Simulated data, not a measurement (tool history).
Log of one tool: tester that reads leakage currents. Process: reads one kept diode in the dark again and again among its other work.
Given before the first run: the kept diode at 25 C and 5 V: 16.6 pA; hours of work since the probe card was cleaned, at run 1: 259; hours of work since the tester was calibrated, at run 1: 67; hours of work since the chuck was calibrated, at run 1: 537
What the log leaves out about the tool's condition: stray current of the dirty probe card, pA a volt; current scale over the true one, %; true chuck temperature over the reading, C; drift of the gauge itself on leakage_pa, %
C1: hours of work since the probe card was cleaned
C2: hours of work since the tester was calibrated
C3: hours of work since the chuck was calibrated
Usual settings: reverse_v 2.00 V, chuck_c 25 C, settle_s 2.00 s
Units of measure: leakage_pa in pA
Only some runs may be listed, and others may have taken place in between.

{"run": 1, "hour": 0.0, "reverse_v": 2.0, "chuck_c": 25, "settle_s": 2.0, "C1": 259, "C2": 67, "C3": 537, "leakage_pa": 10.39}
{"run": 2, "hour": 25.5, "reverse_v": 2.0, "chuck_c": 25, "settle_s": 2.0, "C1": 277, "C2": 85, "C3": 555, "leakage_pa": 10.43}
{"run": 3, "hour": 63.3, "reverse_v": 2.0, "chuck_c": 25, "settle_s": 2.0, "C1": 304, "C2": 112, "C3": 582, "leakage_pa": 10.34}
{"run": 4, "hour": 98.4, "reverse_v": 2.0, "chuck_c": 25, "settle_s": 2.0, "C1": 328, "C2": 136, "C3": 606, "leakage_pa": 10.38}
{"run": 5, "hour": 117.3, "reverse_v": 4.04, "chuck_c": 25, "settle_s": 2.0, "C1": 342, "C2": 150, "C3": 620, "leakage_pa": 15.14}
{"run": 6, "hour": 150.8, "reverse_v": 4.04, "chuck_c": 25, "settle_s": 2.0, "C1": 365, "C2": 173, "C3": 643, "leakage_pa": 15.26}
{"run": 7, "hour": 182.4, "reverse_v": 4.04, "chuck_c": 25, "settle_s": 2.0, "C1": 387, "C2": 195, "C3": 665, "leakage_pa": 15.22}
{"run": 8, "hour": 209.9, "reverse_v": 4.04, "chuck_c": 25, "settle_s": 2.0, "C1": 407, "C2": 215, "C3": 685, "leakage_pa": 15.24}
{"run": 9, "hour": 225.6, "reverse_v": 4.04, "chuck_c": 25, "settle_s": 4.52, "C1": 418, "C2": 226, "C3": 696, "leakage_pa": 14.92}
{"run": 10, "hour": 241.4, "reverse_v": 4.23, "chuck_c": 25, "settle_s": 2.0, "C1": 429, "C2": 237, "C3": 707, "leakage_pa": 15.71}
{"run": 11, "hour": 275.7, "reverse_v": 4.23, "chuck_c": 25, "settle_s": 2.0, "C1": 453, "C2": 261, "C3": 731, "leakage_pa": 15.62}
{"run": 12, "hour": 295.9, "reverse_v": 4.23, "chuck_c": 25, "settle_s": 2.0, "C1": 467, "C2": 275, "C3": 745, "leakage_pa": 15.47}
{"run": 13, "hour": 325.5, "reverse_v": 2.0, "chuck_c": 25, "settle_s": 2.0, "C1": 488, "C2": 296, "C3": 766, "leakage_pa": 10.33}
{"run": 14, "hour": 341.1, "reverse_v": 2.0, "chuck_c": 25, "settle_s": 2.0, "C1": 499, "C2": 307, "C3": 777, "leakage_pa": 10.43}
{"run": 15, "hour": 375.2, "reverse_v": 2.0, "chuck_c": 25, "settle_s": 1.11, "C1": 523, "C2": 331, "C3": 801, "leakage_pa": 10.53}
{"run": 16, "hour": 399.2, "reverse_v": 2.0, "chuck_c": 25, "settle_s": 2.0, "C1": 540, "C2": 348, "C3": 818, "leakage_pa": 10.38}
{"run": 17, "hour": 431.4, "reverse_v": 2.0, "chuck_c": 25, "settle_s": 0.54, "C1": 563, "C2": 370, "C3": 841, "leakage_pa": 10.82}
{"run": 18, "hour": 461.2, "reverse_v": 2.0, "chuck_c": 25, "settle_s": 0.54, "C1": 583, "C2": 391, "C3": 862, "leakage_pa": 10.78}
{"run": 19, "hour": 489.3, "reverse_v": 16.97, "chuck_c": 25, "settle_s": 2.0, "C1": 603, "C2": 411, "C3": 881, "leakage_pa": 33.46}
{"run": 20, "hour": 510.8, "reverse_v": 16.97, "chuck_c": 25, "settle_s": 2.0, "C1": 618, "C2": 426, "C3": 896, "leakage_pa": 33.53}
{"run": 21, "hour": 532.6, "reverse_v": 16.97, "chuck_c": 25, "settle_s": 2.0, "C1": 634, "C2": 442, "C3": 912, "leakage_pa": 33.63}
{"run": 22, "hour": 552.9, "reverse_v": 16.97, "chuck_c": 25, "settle_s": 2.0, "C1": 648, "C2": 456, "C3": 926, "leakage_pa": 33.53}
{"run": 23, "hour": 581.2, "reverse_v": 16.97, "chuck_c": 32, "settle_s": 7.43, "C1": 668, "C2": 476, "C3": 946, "leakage_pa": 52.85}
{"run": 24, "hour": 599.2, "reverse_v": 3.11, "chuck_c": 32, "settle_s": 1.78, "C1": 681, "C2": 488, "C3": 959, "leakage_pa": 21.41}
{"run": 25, "hour": 616.1, "reverse_v": 3.11, "chuck_c": 26, "settle_s": 1.78, "C1": 692, "C2": 500, "C3": 970, "leakage_pa": 14.22}
{"run": 26, "hour": 635.0, "reverse_v": 2.15, "chuck_c": 26, "settle_s": 1.78, "C1": 706, "C2": 514, "C3": 984, "leakage_pa": 11.62}
{"run": 27, "hour": 664.6, "reverse_v": 19.05, "chuck_c": 25, "settle_s": 1.72, "C1": 727, "C2": 534, "C3": 1005, "leakage_pa": 36.24}
{"run": 28, "hour": 700.8, "reverse_v": 2.0, "chuck_c": 38, "settle_s": 0.3, "C1": 752, "C2": 560, "C3": 1030, "leakage_pa": 26.31}
{"run": 29, "hour": 723.8, "reverse_v": 5.53, "chuck_c": 49, "settle_s": 2.04, "C1": 768, "C2": 576, "C3": 1046, "leakage_pa": 88.27}
{"run": 30, "hour": 749.3, "reverse_v": 1.17, "chuck_c": 31, "settle_s": 0.63, "C1": 786, "C2": 594, "C3": 1064, "leakage_pa": 12.0}
{"run": 31, "hour": 766.1, "reverse_v": 5.47, "chuck_c": 25, "settle_s": 7.93, "C1": 798, "C2": 606, "C3": 1076, "leakage_pa": 17.67}
{"run": 32, "hour": 803.8, "reverse_v": 5.47, "chuck_c": 46, "settle_s": 3.74, "C1": 824, "C2": 632, "C3": 1103, "leakage_pa": 72.3}
{"run": 33, "hour": 831.2, "reverse_v": 5.47, "chuck_c": 31, "settle_s": 6.7, "C1": 844, "C2": 652, "C3": 1122, "leakage_pa": 26.91}
{"run": 34, "hour": 862.2, "reverse_v": 5.47, "chuck_c": 31, "settle_s": 6.7, "C1": 866, "C2": 673, "C3": 1144, "leakage_pa": 26.88}

Run 35, settings as shown, results not yet in. Your forecast:
{"run": 35, "hour": 891.3, "reverse_v": 5.47, "chuck_c": 31, "settle_s": 6.7, "C1": 886, "C2": 694, "C3": 1164, "leakage_pa": "?"}

leakage_pa: 26.79 pA
With no hidden state in the tool, this same run would have given leakage_pa 26.79 pA.

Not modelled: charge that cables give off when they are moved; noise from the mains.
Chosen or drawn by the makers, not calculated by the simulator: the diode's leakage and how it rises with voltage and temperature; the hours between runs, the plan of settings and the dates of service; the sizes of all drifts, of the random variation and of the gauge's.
